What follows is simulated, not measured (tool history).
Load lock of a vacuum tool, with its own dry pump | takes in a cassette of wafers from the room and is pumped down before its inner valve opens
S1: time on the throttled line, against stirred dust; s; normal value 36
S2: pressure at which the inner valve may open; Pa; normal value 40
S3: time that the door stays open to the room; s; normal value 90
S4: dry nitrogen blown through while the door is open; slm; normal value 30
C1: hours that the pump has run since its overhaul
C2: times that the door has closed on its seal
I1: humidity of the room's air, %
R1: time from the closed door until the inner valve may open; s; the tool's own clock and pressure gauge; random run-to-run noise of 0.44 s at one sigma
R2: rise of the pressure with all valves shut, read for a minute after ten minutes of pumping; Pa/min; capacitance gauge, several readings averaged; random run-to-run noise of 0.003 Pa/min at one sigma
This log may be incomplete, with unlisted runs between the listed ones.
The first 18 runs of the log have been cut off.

run    hour  S1  S2   S3  S4    C1     C2    I1    R1     R2
 19  2225.6  36  47   90  26  1758   8777  41.2  52.3  0.024
 20  2358.1  43  46  117  18  1890   9041  49.3  58.6  0.050
 21  2449.9  43  46  117  18  1982   9225  45.2  58.4  0.043
 22  2569.9  36  33  162   8  2102   9464  43.3  53.3  0.065
 23  2669.5  19  40  197  18  2202   9663  43.1  39.1  0.051
 24  2769.3  19  40  197  18  2301   9862  41.7  38.9  0.049
 25  2883.7  19  40  197  18  2416  10090  43.0  38.4  0.049
 26  2978.8  19  40  197  18  2511  10280  46.4  38.7  0.056
 27  3071.9  19  40  197  18  2604  10466  41.2  38.6  0.047
 28  3174.4  19  40  197  18  2706  10670  46.0  38.9  0.054
 29  3241.0  36  58   90  20  2773  10803  41.9  52.2  0.034
 30  3329.3  44  45   90  20  2861  10979  44.9  59.5  0.036
 31  3452.9  36  29  137   4  2985  11226  47.0  54.5  0.084
 32  3592.4  36  40   90  10  3124  11504  44.5  53.2  0.056
 33  3735.2  65  40   90  10  3267  11789  48.6  78.1  0.054
 34  3858.0  36  40   90   5  3390  12034  46.8  52.8  0.065
 35  4002.1  36  40   90   5  3534  12322  46.4  52.4  0.065
 36  4084.5  52  43   90  30  3617  12486  43.4  66.7  0.030

Branching from run 36: 4 alternative next runs. What would each branch give?
  A  4155.9  36  80  90  10  3688  12629  44.3   ?   ?
  B  4155.9  63  39  59  30  3688  12629  43.1   ?   ?
  C  4155.9  52  43  90  30  3688  12629  44.2   ?   ?
  D  4155.9  52  43  90   4  3688  12629  46.7   ?   ?

run    R1     R2
  A  51.4  0.047
  B  76.7  0.028
  C  66.4  0.025
  D  67.2  0.067
Stripped of hidden state, with their random variation kept, the same runs would have yielded:
run    R1     R2
  A  51.4  0.047
  B  76.7  0.028
  C  66.4  0.025
  D  67.2  0.067
